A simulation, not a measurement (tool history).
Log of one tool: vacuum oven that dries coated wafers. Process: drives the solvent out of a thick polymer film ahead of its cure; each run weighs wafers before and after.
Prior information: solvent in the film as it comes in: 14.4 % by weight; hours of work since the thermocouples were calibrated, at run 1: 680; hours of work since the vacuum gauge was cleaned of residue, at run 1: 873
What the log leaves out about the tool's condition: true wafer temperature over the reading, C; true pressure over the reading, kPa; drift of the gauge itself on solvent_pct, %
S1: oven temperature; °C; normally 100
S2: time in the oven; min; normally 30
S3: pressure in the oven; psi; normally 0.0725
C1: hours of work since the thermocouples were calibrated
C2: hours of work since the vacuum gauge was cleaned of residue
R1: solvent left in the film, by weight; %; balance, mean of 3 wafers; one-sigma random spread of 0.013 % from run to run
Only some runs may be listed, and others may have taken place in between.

run,day,S1,S2,S3,C1,C2,R1
1,0.000,100,30,0.0725,680,873,0.72
# day 0.175: oven's thermocouples calibrated
2,0.854,100,30,0.0725,13,887,0.70
3,1.875,100,30,0.0725,33,907,0.71
4,2.725,100,30,0.0725,49,923,0.71
5,3.792,100,30,0.0725,69,944,0.68
6,4.942,100,30,0.0687,91,966,0.70
7,6.029,100,30,0.0687,112,987,0.69
8,7.204,100,30,0.0687,135,1009,0.70
9,8.329,100,30,0.0687,156,1031,0.71
10,9.312,100,30,0.0725,175,1050,0.70
11,10.142,100,30,0.0725,191,1066,0.69
12,11.096,100,30,0.0725,209,1084,0.72
13,11.638,103,30,0.0725,220,1094,0.54
14,12.783,103,30,0.0647,242,1116,0.49
15,13.438,103,30,0.0647,254,1129,0.52
16,14.204,103,30,0.0647,269,1143,0.52
17,15.146,103,30,0.0647,287,1162,0.50
18,15.925,100,30,0.0725,302,1176,0.71
19,17.021,100,30,0.0725,323,1197,0.69
20,18.125,100,30,0.0725,344,1219,0.69
21,18.946,104,17,0.0725,360,1234,1.41
22,20.004,104,17,0.0725,380,1255,1.40
23,21.029,101,15,0.0725,400,1274,2.24
24,21.767,112,15,0.0725,414,1289,0.82
25,22.425,112,17,0.0725,427,1301,0.64
26,23.108,94,30,0.0439,440,1314,1.20
27,24.271,109,30,0.1841,462,1337,0.52
28,24.958,100,21,0.0725,475,1350,1.35
29,25.704,100,30,0.0799,490,1364,0.73
30,26.258,86,30,0.0801,500,1375,2.54
31,27.067,86,30,0.2250,516,1390,3.08
32,28.158,86,30,0.2250,537,1411,3.09
33,29.075,110,30,0.2250,554,1429,0.56
34,30.158,110,30,0.2250,575,1450,0.57
35,30.971,110,49,0.0535,591,1465,0.21
36,31.904,102,35,0.0374,609,1483,0.36
37,32.488,92,36,0.0374,620,1494,1.04
38,33.704,92,36,0.0374,643,1518,1.01
39,34.542,94,30,0.0725,659,1534,1.26
# day 35.800: oven's thermocouples calibrated
40,35.829,91,28,0.1301,1,1557,2.23

What if the next run were any one of these 3? Each begins from the tool's condition after run 40:
A,37.029,99,30,0.2444,24,1580,?
B,37.029,89,30,0.2621,24,1580,?
C,37.029,113,48,0.1556,24,1580,?

run,R1
A,1.32
B,2.80
C,0.38
With no hidden state in the tool, these same runs would have given:
run,R1
A,1.17
B,2.62
C,0.27
